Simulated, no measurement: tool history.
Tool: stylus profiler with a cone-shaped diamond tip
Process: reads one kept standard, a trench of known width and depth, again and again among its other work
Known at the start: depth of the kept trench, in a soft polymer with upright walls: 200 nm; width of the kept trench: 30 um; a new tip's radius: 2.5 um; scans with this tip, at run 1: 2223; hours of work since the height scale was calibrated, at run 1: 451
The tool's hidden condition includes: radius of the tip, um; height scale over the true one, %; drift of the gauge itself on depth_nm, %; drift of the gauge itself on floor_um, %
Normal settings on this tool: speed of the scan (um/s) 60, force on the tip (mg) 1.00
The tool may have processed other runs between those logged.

run   hour  speed of the scan (um/s)  force on the tip (mg)  scans with this tip  hours of work since the height scale was calibrated  depth of the trench (nm)  width of the trench's floor (nm)
  1    0.0                        60                   1.00                 2223                                                  451                    202.11                             27690
  2   31.6                        60                   1.00                 2347                                                  476                    202.12                             27630
  3   60.2                        60                   1.00                 2458                                                  498                    202.09                             27590
  4   82.6                        60                   1.00                 2546                                                  516                    202.17                             27660
  5  105.6                        60                   1.00                 2636                                                  534                    202.27                             27590
  6  131.3                        83                   1.00                 2737                                                  555                    202.17                             27470
  7  153.3                        60                   0.81                 2823                                                  572                    201.94                             27560
  8  168.5                        60                   0.81                 2883                                                  584                    202.23                             27510
  9  197.8                       187                   1.57                 2997                                                  608                    202.88                             27190
 10  222.3                        37                   0.57                 3093                                                  627                    201.93                             27650
 11  257.2                        91                   0.69                 3230                                                  655                    202.17                             27360
 12  275.2                        19                   1.40                 3301                                                  669                    202.90                             27790
 13  300.4                       179                   0.42                 3399                                                  689                    201.75                             26620
 14  330.6                       123                   0.91                 3517                                                  713                    202.35                             27200
 15  365.3                        17                   1.44                 3653                                                  741                    202.96                             27820
 16  381.0                        17                   2.78                 3715                                                  753                    204.09                             27760

Forecast each of these 3 alternatives for the next run:
  A  409.3                        15                   0.58                 3826                                                  776                         ?                                 ?
  B  409.3                        21                   0.54                 3826                                                  776                         ?                                 ?
  C  409.3                        17                   0.80                 3826                                                  776                         ?                                 ?

run  depth of the trench (nm)  width of the trench's floor (nm)
  A                    202.15                             27780
  B                    201.87                             27700
  C                    202.22                             27710
Without the tool's hidden state the same runs would have given:
run  depth of the trench (nm)  width of the trench's floor (nm)
  A                    201.37                             27980
  B                    201.09                             27890
  C                    201.44                             27900
